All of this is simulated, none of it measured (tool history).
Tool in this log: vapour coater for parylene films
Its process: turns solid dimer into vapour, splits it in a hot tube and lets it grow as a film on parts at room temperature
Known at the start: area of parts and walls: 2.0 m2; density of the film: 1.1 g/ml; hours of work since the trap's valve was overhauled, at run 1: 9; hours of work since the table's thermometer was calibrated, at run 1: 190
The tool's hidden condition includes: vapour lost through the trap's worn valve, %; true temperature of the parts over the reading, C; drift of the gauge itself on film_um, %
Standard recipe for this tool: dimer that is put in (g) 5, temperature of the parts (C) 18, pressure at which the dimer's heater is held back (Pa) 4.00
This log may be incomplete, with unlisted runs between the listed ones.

| run | day | dimer that is put in (g) | temperature of the parts (C) | pressure at which the dimer's heater is held back (Pa) | hours of work since the trap's valve was overhauled | hours of work since the table's thermometer was calibrated | thickness of the film (µm) |
|---|---|---|---|---|---|---|---|
| 1 | 0.000 | 5 | 18 | 4.00 | 9 | 190 | 1.46 |
| 2 | 0.588 | 5 | 18 | 4.00 | 19 | 200 | 1.44 |
| 3 | 1.167 | 5 | 18 | 4.00 | 29 | 210 | 1.44 |
| 4 | 1.879 | 4 | 18 | 4.00 | 41 | 222 | 1.14 |
| 5 | 2.450 | 4 | 18 | 4.00 | 50 | 231 | 1.16 |
| 6 | 3.017 | 5 | 18 | 3.22 | 60 | 241 | 1.49 |
| 7 | 3.992 | 8 | 18 | 4.00 | 76 | 258 | 2.30 |
| 8 | 5.367 | 8 | 18 | 4.00 | 99 | 281 | 2.28 |
| 9 | 6.417 | 8 | 18 | 4.00 | 117 | 298 | 2.25 |
| 10 | 7.396 | 7 | 18 | 5.23 | 134 | 315 | 1.87 |
| 11 | 8.046 | 2 | 12 | 4.00 | 144 | 326 | 0.64 |
| 12 | 9.054 | 7 | 20 | 4.00 | 161 | 343 | 1.86 |
|  | 9.192 | table's thermometer calibrated |
| 13 | 9.738 | 3 | 13 | 2.26 | 172 | 9 | 1.05 |
| 14 | 10.900 | 4 | 13 | 9.79 | 192 | 29 | 1.06 |
| 15 | 11.517 | 4 | 13 | 9.79 | 202 | 39 | 1.05 |
| 16 | 12.775 | 7 | 11 | 2.67 | 224 | 60 | 2.37 |
|  | 14.050 | table's thermometer calibrated, once more |
| 17 | 14.050 | 6 | 25 | 6.72 | 244 | 0 | 1.27 |
| 18 | 14.796 | 6 | 25 | 6.72 | 257 | 13 | 1.23 |

Branching from run 18: 4 alternative next runs. What would each branch give?
| A | 15.688 | 8 | 17 | 2.37 | 272 | 28 | ? |
| B | 15.688 | 4 | 11 | 6.59 | 272 | 28 | ? |
| C | 15.688 | 2 | 21 | 3.27 | 272 | 28 | ? |
| D | 15.688 | 4 | 18 | 6.37 | 272 | 28 | ? |

| run | thickness of the film (µm) |
|---|---|
| A | 2.40 |
| B | 1.17 |
| C | 0.52 |
| D | 1.01 |
Without the tool's hidden state the same runs would have given:
| run | thickness of the film (µm) |
|---|---|
| A | 2.64 |
| B | 1.28 |
| C | 0.57 |
| D | 1.10 |

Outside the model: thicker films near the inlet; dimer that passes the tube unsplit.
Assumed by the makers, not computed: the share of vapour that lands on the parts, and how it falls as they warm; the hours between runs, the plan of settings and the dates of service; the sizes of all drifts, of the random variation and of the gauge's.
